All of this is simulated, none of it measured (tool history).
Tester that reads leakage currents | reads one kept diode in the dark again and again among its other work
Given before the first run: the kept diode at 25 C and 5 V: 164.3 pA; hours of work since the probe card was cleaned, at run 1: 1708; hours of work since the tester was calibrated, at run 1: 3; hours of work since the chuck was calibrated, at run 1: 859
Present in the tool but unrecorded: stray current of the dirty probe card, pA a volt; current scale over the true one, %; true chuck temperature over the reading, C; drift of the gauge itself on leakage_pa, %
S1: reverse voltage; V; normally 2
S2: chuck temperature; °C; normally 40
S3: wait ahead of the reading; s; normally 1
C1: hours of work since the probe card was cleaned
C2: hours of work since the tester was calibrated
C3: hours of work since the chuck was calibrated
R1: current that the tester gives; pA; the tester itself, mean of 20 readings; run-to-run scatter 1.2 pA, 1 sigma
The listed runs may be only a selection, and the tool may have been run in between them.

| run | day | S1 | S2 | S3 | C1 | C2 | C3 | R1 |
|---|---|---|---|---|---|---|---|---|
| 1 | 0 | 2 | 40 | 1 | 1708 | 3 | 859 | 424.65 |
| 2 | 2.879 | 2 | 40 | 6.34 | 1740 | 36 | 891 | 421.7 |
| 3 | 4.812 | 2 | 40 | 6.34 | 1762 | 58 | 913 | 422.72 |
| 4 | 8.167 | 2 | 40 | 1 | 1801 | 96 | 952 | 424.15 |
|  | 8.671 | probe card cleaned and baked |
| 5 | 11.488 | 2 | 40 | 1 | 32 | 132 | 988 | 425.67 |
| 6 | 15.312 | 5.41 | 24 | 9.59 | 75 | 176 | 1031 | 176.04 |
| 7 | 18.171 | 1.43 | 21 | 9.81 | 108 | 208 | 1064 | 79.73 |
| 8 | 20.242 | 2.41 | 54 | 0.47 | 132 | 232 | 1087 | 1297.37 |

Run 9 comes next. What will it give?
| 9 | 22.958 | 2.41 | 54 | 0.47 | 162 | 263 | 1118 | ? |

{"run 9": {"R1": 1299.19}}
Were there no unlogged condition in the tool, this run, its random variation unchanged, would have produced R1 1216.98 pA.
